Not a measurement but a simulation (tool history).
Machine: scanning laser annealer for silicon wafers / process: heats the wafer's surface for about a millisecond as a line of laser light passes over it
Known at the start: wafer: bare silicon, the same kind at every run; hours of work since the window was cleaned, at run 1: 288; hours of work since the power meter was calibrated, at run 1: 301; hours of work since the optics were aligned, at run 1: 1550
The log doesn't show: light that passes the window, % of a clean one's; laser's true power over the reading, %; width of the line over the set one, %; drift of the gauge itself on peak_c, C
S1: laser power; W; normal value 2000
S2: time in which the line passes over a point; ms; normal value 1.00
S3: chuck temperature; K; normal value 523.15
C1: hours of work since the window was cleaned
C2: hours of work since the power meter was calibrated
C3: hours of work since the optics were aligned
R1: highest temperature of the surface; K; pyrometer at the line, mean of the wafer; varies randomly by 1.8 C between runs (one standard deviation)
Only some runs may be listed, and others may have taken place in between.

run	day	S1	S2	S3	C1	C2	C3	R1
1	0.000	2000	1.00	523.15	288	301	1550	1304.15
2	0.342	2000	1.00	523.15	292	305	1555	1303.15
3	0.679	2000	1.18	523.15	297	310	1559	1365.15
4	1.233	2000	1.00	523.15	304	317	1566	1302.15
5	1.550	2000	1.00	523.15	308	321	1570	1306.15
6	1.850	2000	1.00	523.15	312	325	1574	1301.15
# day 2.179: optics aligned, line set to its width
7	2.438	2130	1.00	523.15	317	330	3	1375.15
8	2.721	2130	1.00	523.15	320	333	7	1378.15
9	3.279	1894	1.00	523.15	327	340	14	1273.15
10	3.708	2000	1.00	513.15	333	346	20	1313.15
11	3.958	2000	0.82	513.15	336	349	23	1239.15
12	4.512	2000	1.00	520.15	343	356	30	1316.15
13	4.996	2000	1.00	523.15	350	363	36	1322.15
14	5.567	2000	1.00	523.15	357	370	44	1320.15
15	5.983	2000	1.00	523.15	362	375	49	1321.15
16	6.404	2000	1.00	523.15	368	381	54	1319.15
17	6.862	2000	1.00	542.15	374	387	60	1339.15
18	7.258	2000	1.00	523.15	379	392	65	1315.15
19	7.638	2000	1.00	523.15	383	396	70	1320.15
20	7.908	2000	1.00	523.15	387	400	74	1318.15
21	8.492	2171	0.81	536.15	394	407	81	1326.15
22	8.796	2000	1.02	523.15	398	411	85	1325.15
23	9.125	2101	0.89	551.15	403	416	89	1345.15
24	9.396	1985	1.22	519.15	406	419	93	1383.15
25	9.775	2036	1.10	534.15	411	424	98	1381.15
26	10.338	2015	1.00	518.15	418	431	105	1321.15
27	10.854	2015	1.00	518.15	425	438	112	1317.15
28	11.233	1766	0.99	523.15	430	443	116	1213.15
29	11.471	1766	0.99	523.15	433	446	120	1211.15
30	11.721	2176	1.18	525.15	436	449	123	1457.15
# day 11.829: window over the wafer cleaned
31	12.229	2010	1.00	522.15	5	455	128	1339.15
32	12.658	2010	1.00	522.15	11	460	134	1333.15
33	12.900	2010	1.06	545.15	14	463	137	1378.15
34	13.146	2010	1.06	545.15	17	466	140	1379.15
35	13.442	1820	1.00	523.15	21	470	144	1252.15
36	13.871	1941	1.14	540.15	26	476	149	1372.15
37	14.221	2000	0.93	560.15	31	480	154	1343.15
38	14.550	2000	0.90	499.15	35	484	158	1266.15

Below are 5 alternative next runs, each starting from the tool's condition after run 38. Predict each:
A	15.092	2000	0.86	527.15	42	491	165	?
B	15.092	2200	1.00	562.15	42	491	165	?
C	15.092	2000	1.00	486.15	42	491	165	?
D	15.092	1930	0.99	532.15	42	491	165	?
E	15.092	1776	1.00	491.15	42	491	165	?

run	R1
A	1280.15
B	1457.15
C	1294.15
D	1305.15
E	1201.15
Stripped of hidden state, with their random variation kept, the same runs would have yielded:
run	R1
A	1284.15
B	1462.15
C	1299.15
D	1309.15
E	1206.15
